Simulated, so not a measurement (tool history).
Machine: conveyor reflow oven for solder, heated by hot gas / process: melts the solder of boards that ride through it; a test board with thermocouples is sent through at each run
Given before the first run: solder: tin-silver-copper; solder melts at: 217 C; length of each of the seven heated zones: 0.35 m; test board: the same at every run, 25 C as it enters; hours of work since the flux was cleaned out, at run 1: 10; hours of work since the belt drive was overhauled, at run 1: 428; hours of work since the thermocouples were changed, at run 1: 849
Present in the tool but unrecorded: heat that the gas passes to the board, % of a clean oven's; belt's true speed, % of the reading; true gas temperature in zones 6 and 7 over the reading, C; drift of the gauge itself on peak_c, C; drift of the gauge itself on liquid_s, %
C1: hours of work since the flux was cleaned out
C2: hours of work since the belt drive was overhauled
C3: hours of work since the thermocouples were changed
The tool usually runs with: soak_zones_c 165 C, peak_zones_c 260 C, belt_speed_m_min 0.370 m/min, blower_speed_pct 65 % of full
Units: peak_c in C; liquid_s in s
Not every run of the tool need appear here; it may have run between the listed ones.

Run 1, day 0.000: usual settings; C1 10; C2 428; C3 849. Result: peak_c 244.8 C, liquid_s 72.4 s.
Run 2, day 1.296: usual settings; C1 27; C2 445; C3 866. Result: peak_c 244.6 C, liquid_s 71.9 s.
Run 3, day 1.975: usual settings but peak_zones_c 261 C; C1 36; C2 454; C3 875. Result: peak_c 245.8 C, liquid_s 73.9 s.
Run 4, day 2.792: usual settings but peak_zones_c 274 C; C1 47; C2 465; C3 885. Result: peak_c 256.6 C, liquid_s 86.0 s.
Run 5, day 4.225: usual settings but soak_zones_c 180 C; C1 65; C2 484; C3 904. Result: peak_c 247.2 C, liquid_s 83.7 s.
Run 6, day 5.296: usual settings but belt_speed_m_min 0.347 m/min; C1 80; C2 498; C3 918. Result: peak_c 246.7 C, liquid_s 80.5 s.
Run 7, day 6.604: usual settings but belt_speed_m_min 0.347 m/min; C1 97; C2 515; C3 936. Result: peak_c 246.7 C, liquid_s 80.8 s.
Run 8, day 7.354: usual settings but belt_speed_m_min 0.347 m/min; C1 107; C2 525; C3 945. Result: peak_c 246.6 C, liquid_s 81.0 s.
Run 9, day 8.008: usual settings but belt_speed_m_min 0.347 m/min, blower_speed_pct 55 % of full; C1 115; C2 534; C3 954. Result: peak_c 244.3 C, liquid_s 76.2 s.
Run 10, day 8.617: usual settings but soak_zones_c 154 C, belt_speed_m_min 0.316 m/min; C1 123; C2 542; C3 962. Result: peak_c 248.0 C, liquid_s 86.8 s.
Run 11, day 9.288: usual settings but peak_zones_c 259 C, blower_speed_pct 79 % of full; C1 132; C2 551; C3 971. Result: peak_c 246.9 C, liquid_s 77.5 s.

Run 12 has not been measured yet. What should we expect?
Run 12, day 10.138: usual settings but soak_zones_c 158 C, peak_zones_c 263 C, belt_speed_m_min 0.380 m/min, blower_speed_pct 66 % of full; C1 143; C2 562; C3 982. Result: peak_c ?, liquid_s ?.

{"run 12": {"peak_c": 245.8, "liquid_s": 68.1}}
Had the tool carried no hidden state, the very same run would have given peak_c 245.9 C, liquid_s 68.2 s.

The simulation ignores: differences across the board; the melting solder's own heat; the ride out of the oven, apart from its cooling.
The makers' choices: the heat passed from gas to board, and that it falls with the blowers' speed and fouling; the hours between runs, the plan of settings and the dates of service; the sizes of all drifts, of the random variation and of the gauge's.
